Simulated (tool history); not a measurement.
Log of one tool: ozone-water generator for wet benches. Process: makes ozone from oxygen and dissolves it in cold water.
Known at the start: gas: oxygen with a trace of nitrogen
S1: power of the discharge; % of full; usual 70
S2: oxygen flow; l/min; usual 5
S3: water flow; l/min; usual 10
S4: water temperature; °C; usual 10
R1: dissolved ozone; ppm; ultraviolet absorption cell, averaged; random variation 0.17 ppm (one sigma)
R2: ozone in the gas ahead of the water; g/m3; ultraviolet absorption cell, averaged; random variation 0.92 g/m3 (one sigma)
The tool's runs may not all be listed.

run      day  S1    S2  S3  S4    R1     R2
  1        0  70     5  10  10  21.8  144.8
  2    4.242  70     5  10  10  21.6    145
  3    9.183  70     5  10  10  21.3  145.9
  4   11.696  70     5  10  10    21  144.8
  5   16.679  40     5  10  10    14   93.5
  6   21.588  40     5  10  10  13.8   93.7
  7   24.475  40     5  15  10   9.3   93.5
  8   27.892  40     5  15  10   9.3   94.2
  9   32.846  40     5  15  10   9.2   93.5
 10   37.996  70     5  10  10  21.1  143.7
 11   41.904  70     5  10  10  20.9  144.7
 12   45.521  70     5  10  10  21.1  142.4
 13   51.033  70     5  10  10  21.2  142.8
 14   55.275  70  6.82  10  10  19.9    120
 15   60.808  70     5  10  10  20.8  141.8
 16   64.629  70     5  10  10  20.9  140.5
 17   69.154  70     5  10  10  20.9  141.9
 18   72.533  70     5  10   9  21.4  141.3
 19   76.171  92  2.86  10  12  25.3  235.6
      76.575  -- water thermometer calibrated
 20   81.192  92  2.86  10  12  25.3  235.5
 21   84.508  70  2.97   6  13  31.7  187.2
 22   89.525  70  2.93   6  13  31.1  188.4
      90.233  -- water thermometer calibrated, once more
 23   94.104  70  2.93   6  13  31.2    188
 24   99.792  41  3.36  12  14  11.3  117.3
 25  103.996  41  3.36  13  14  10.3    116
 26  109.221  42  7.06   8   6    17   79.4
 27  113.538  42  7.06   9   9  14.9   78.8
 28  116.279  41  7.87  10   8  13.4   74.3
 29  119.175  71  2.58   8  16  23.9  202.2
 30  122.558  56   3.8   8  16  19.2  137.3
 31  125.754  64  2.92  10  13  18.6  173.2
 32  130.642  73  3.32   8   9  26.5  177.9
 33  134.596  73  3.32   8   9  26.6  178.7
 34  138.021  73  6.22   8   9  24.7  126.7

Measured less the same run without the tool's hidden state. The same run-to-run variation is in both; the gauge's scatter may not be:
The hidden state here: yield of the discharge, % of new electrodes'; contactor's efficiency, % of a clean one's; true water temperature over the reading, C; drift of the gauge itself on ozone_ppm, %; drift of the gauge itself on gas_g_m3, %.
run    R1     R2
  1  -1.7  -10.3
  2  -1.7  -10.4
  3  -1.8  -10.8
  4  -1.8  -10.8
  5  -0.7   -3.9
  6  -0.8     -4
  7  -0.5   -4.1
  8  -0.6   -4.2
  9  -0.6   -4.3
 10  -2.1  -12.2
 11  -2.1  -12.5
 12  -2.1  -12.5
 13  -2.2  -12.8
 14  -2.2    -11
 15  -2.3  -13.2
 16  -2.3  -13.3
 17  -2.3  -13.8
 18  -2.4  -13.8
 19  -3.5  -28.6
 20  -3.6  -29.1
 21  -3.7  -19.1
 22  -3.8  -19.7
 23  -3.7    -20
 24  -0.9   -7.3
 25  -0.8   -7.3
 26  -1.5   -5.2
 27  -1.3   -5.4
 28  -1.2   -4.8
 29  -3.2  -23.6
 30  -2.3  -13.3
 31  -2.5  -19.2
 32  -3.9  -22.4
 33    -4  -22.7
 34  -3.7  -16.3
